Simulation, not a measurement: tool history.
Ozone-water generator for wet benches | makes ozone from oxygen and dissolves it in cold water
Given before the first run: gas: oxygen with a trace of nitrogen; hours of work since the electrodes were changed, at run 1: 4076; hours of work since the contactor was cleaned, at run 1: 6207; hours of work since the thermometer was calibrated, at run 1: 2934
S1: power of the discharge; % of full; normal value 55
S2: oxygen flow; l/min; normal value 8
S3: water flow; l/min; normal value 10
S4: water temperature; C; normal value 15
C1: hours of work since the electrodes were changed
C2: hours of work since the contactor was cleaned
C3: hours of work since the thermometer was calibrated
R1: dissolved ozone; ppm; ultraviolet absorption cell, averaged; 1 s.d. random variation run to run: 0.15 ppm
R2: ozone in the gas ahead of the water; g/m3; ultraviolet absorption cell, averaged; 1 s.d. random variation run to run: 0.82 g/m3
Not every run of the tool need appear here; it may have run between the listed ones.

Run 1, hour 0: usual settings; C1 4076; C2 6207; C3 2934. Result: R1 14.7 ppm, R2 123 g/m3.
Run 2, hour 103.5: usual settings; C1 4158; C2 6289; C3 3016. Result: R1 14.8 ppm, R2 122.6 g/m3.
Run 3, hour 245.7: usual settings but S4 11 C; C1 4271; C2 6402; C3 3128. Result: R1 16 ppm, R2 122.9 g/m3.
Run 4, hour 339.7: usual settings but S4 11 C; C1 4345; C2 6476; C3 3203. Result: R1 15.9 ppm, R2 123 g/m3.
Run 5, hour 472.4: usual settings but S4 11 C; C1 4450; C2 6581; C3 3308. Result: R1 16 ppm, R2 122 g/m3.
Run 6, hour 574.3: usual settings but S4 11 C; C1 4531; C2 6662; C3 3388. Result: R1 15.8 ppm, R2 122.1 g/m3.
At hour 601.7: water thermometer calibrated.
Run 7, hour 646.1: usual settings but S2 10.54 l/min; C1 4587; C2 6718; C3 35. Result: R1 13.7 ppm, R2 104.9 g/m3.
Run 8, hour 744.6: usual settings but S1 71 % of full, S2 10.54 l/min; C1 4665; C2 6796; C3 113. Result: R1 16 ppm, R2 122.6 g/m3.
Run 9, hour 878.2: usual settings but S1 60 % of full, S2 10.54 l/min; C1 4770; C2 6902; C3 219. Result: R1 14.1 ppm, R2 110.1 g/m3.
Run 10, hour 944.9: usual settings but S1 60 % of full, S2 10.54 l/min; C1 4823; C2 6954; C3 271. Result: R1 14.3 ppm, R2 110.9 g/m3.
Run 11, hour 1035.9: usual settings but S1 60 % of full, S2 10.54 l/min; C1 4895; C2 7026; C3 343. Result: R1 14.3 ppm, R2 111.9 g/m3.
Run 12, hour 1139.1: usual settings but S2 10.06 l/min, S3 6 l/min, S4 19 C; C1 4977; C2 7108; C3 425. Result: R1 15.8 ppm, R2 106.8 g/m3.
At hour 1155.3: contactor cleaned.
Run 13, hour 1222.8: usual settings but S1 47 % of full, S2 5.63 l/min, S3 7 l/min; C1 5040; C2 53; C3 488. Result: R1 19.6 ppm, R2 129.5 g/m3.
Run 14, hour 1306.5: usual settings but S1 75 % of full, S4 13 C; C1 5106; C2 120; C3 554. Result: R1 20.8 ppm, R2 144.9 g/m3.
Run 15, hour 1368.3: usual settings but S1 96 % of full, S2 6.83 l/min, S3 8 l/min, S4 12 C; C1 5155; C2 169; C3 603. Result: R1 28.8 ppm, R2 181.9 g/m3.
Run 16, hour 1473.7: usual settings but S4 9 C; C1 5238; C2 252; C3 686. Result: R1 18.6 ppm, R2 119.8 g/m3.
Run 17, hour 1580.3: usual settings but S4 9 C; C1 5323; C2 336; C3 771. Result: R1 18.6 ppm, R2 121.7 g/m3.

The logged runs with the hidden state left out (each run's random variation unchanged):
Hidden state present: yield of the discharge, % of new electrodes'; contactor's efficiency, % of a clean one's; true water temperature over the reading, C; drift of the gauge itself on ozone_ppm, %; drift of the gauge itself on gas_g_m3, %.
run    R1     R2
  1  18.2  131.7
  2  18.3  131.6
  3    20  132.1
  4  19.8  132.3
  5  20.1  131.5
  6  19.9  131.9
  7  17.2  113.5
  8  20.5  134.9
  9    18  120.1
 10  18.2    121
 11  18.3  122.4
 12  19.8  116.4
 13  21.3  139.8
 14  23.5  161.4
 15    33  206.1
 16  20.6  131.1
 17  20.7  133.2

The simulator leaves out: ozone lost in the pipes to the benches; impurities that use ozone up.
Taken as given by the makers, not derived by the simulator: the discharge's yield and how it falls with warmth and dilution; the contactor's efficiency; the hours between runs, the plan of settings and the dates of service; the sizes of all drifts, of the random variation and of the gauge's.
